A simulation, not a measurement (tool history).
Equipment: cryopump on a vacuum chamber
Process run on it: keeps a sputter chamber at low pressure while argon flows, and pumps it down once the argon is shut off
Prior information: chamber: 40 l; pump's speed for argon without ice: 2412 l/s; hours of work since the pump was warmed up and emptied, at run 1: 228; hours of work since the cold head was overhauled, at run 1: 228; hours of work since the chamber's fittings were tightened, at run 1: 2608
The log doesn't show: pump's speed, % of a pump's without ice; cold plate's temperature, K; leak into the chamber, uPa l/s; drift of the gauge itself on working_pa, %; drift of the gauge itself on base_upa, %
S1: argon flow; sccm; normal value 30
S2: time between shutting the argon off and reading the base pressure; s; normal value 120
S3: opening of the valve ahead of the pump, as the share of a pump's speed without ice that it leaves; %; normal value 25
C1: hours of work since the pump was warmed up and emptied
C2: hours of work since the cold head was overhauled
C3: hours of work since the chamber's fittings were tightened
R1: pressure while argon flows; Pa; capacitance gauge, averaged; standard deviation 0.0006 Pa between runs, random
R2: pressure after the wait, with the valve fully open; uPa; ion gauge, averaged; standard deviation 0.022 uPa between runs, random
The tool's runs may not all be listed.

{"run": 1, "hour": 0.0, "S1": 30, "S2": 120, "S3": 25, "C1": 228, "C2": 228, "C3": 2608, "R1": 0.0856, "R2": 1.45}
{"run": 2, "hour": 15.4, "S1": 30, "S2": 120, "S3": 25, "C1": 236, "C2": 236, "C3": 2616, "R1": 0.0854, "R2": 1.41}
{"run": 3, "hour": 36.3, "S1": 30, "S2": 120, "S3": 25, "C1": 246, "C2": 246, "C3": 2627, "R1": 0.0857, "R2": 1.44}
{"run": 4, "hour": 52.7, "S1": 30, "S2": 120, "S3": 25, "C1": 255, "C2": 255, "C3": 2636, "R1": 0.0851, "R2": 1.48}
{"run": 5, "hour": 63.2, "S1": 30, "S2": 120, "S3": 25, "C1": 260, "C2": 260, "C3": 2641, "R1": 0.0865, "R2": 1.43}
{"run": 6, "hour": 78.4, "S1": 30, "S2": 120, "S3": 25, "C1": 268, "C2": 268, "C3": 2649, "R1": 0.0868, "R2": 1.42}
{"run": 7, "hour": 87.6, "S1": 30, "S2": 120, "S3": 25, "C1": 273, "C2": 273, "C3": 2654, "R1": 0.087, "R2": 1.37}
{"run": 8, "hour": 97.7, "S1": 30, "S2": 120, "S3": 25, "C1": 278, "C2": 278, "C3": 2659, "R1": 0.086, "R2": 1.41}
{"run": 9, "hour": 116.5, "S1": 34, "S2": 53, "S3": 34, "C1": 288, "C2": 288, "C3": 2669, "R1": 0.0721, "R2": 2.03}
{"run": 10, "hour": 135.7, "S1": 34, "S2": 228, "S3": 34, "C1": 298, "C2": 298, "C3": 2679, "R1": 0.0726, "R2": 1.21}
{"run": 11, "hour": 147.8, "S1": 50, "S2": 228, "S3": 21, "C1": 304, "C2": 304, "C3": 2685, "R1": 0.1716, "R2": 1.24}
{"run": 12, "hour": 160.6, "S1": 30, "S2": 48, "S3": 18, "C1": 311, "C2": 311, "C3": 2692, "R1": 0.1196, "R2": 2.21}
{"run": 13, "hour": 172.1, "S1": 30, "S2": 48, "S3": 18, "C1": 317, "C2": 317, "C3": 2698, "R1": 0.1189, "R2": 2.2}
{"run": 14, "hour": 181.3, "S1": 32, "S2": 120, "S3": 24, "C1": 322, "C2": 322, "C3": 2702, "R1": 0.096, "R2": 1.44}
{"run": 15, "hour": 192.5, "S1": 32, "S2": 120, "S3": 24, "C1": 327, "C2": 327, "C3": 2708, "R1": 0.0955, "R2": 1.48}

Branching from run 15: 3 alternative next runs. What would each branch give?
{"run": "A", "hour": 207.2, "S1": 20, "S2": 120, "S3": 21, "C1": 335, "C2": 335, "C3": 2716, "R1": "?", "R2": "?"}
{"run": "B", "hour": 207.2, "S1": 30, "S2": 46, "S3": 25, "C1": 335, "C2": 335, "C3": 2716, "R1": "?", "R2": "?"}
{"run": "C", "hour": 207.2, "S1": 30, "S2": 154, "S3": 25, "C1": 335, "C2": 335, "C3": 2716, "R1": "?", "R2": "?"}

run=A R1=0.0691 R2=1.46
run=B R1=0.0859 R2=2.26
run=C R1=0.0862 R2=1.38
Take away the tool's hidden state, keep each run's random variation, and the runs would have read:
run=A R1=0.0674 R2=0.61
run=B R1=0.0833 R2=1.42
run=C R1=0.0836 R2=0.51
